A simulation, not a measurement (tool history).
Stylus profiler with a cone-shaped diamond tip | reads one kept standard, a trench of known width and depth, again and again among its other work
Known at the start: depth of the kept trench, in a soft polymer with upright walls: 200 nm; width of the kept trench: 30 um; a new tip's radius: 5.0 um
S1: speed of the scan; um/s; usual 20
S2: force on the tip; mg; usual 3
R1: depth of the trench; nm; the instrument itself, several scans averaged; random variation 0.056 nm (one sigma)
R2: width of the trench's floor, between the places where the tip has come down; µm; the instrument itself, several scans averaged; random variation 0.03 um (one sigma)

run	hour	S1	S2	R1	R2
1	0	20	3	201.27	27.08
2	39.2	62	3	201.3	26.83
3	72	20	3	201.3	27.06
4	122.6	20	3	201.36	26.99
5	165.4	20	3	201.25	27.08
6	212.5	20	3	201.33	27.13
7	246	20	2.97	201.37	27.05
8	271.6	20	2.97	201.23	27.11
9	319.3	20	2.97	201.22	27.08
10	349.1	20	3	201.28	27.11
11	378.9	20	3	201.4	27.07
12	406.6	20	3	201.26	27.13
13	437.6	9	4.71	201.75	27.12
14	461.1	31	1.96	200.98	27.05

Forecast run 15:
15	499.6	8	2.93	?	?

Run 15 gave R1 201.32 nm, R2 27.09 µm.
Without the tool's hidden state the same run would have given R1 201.31 nm, R2 27.1 µm.
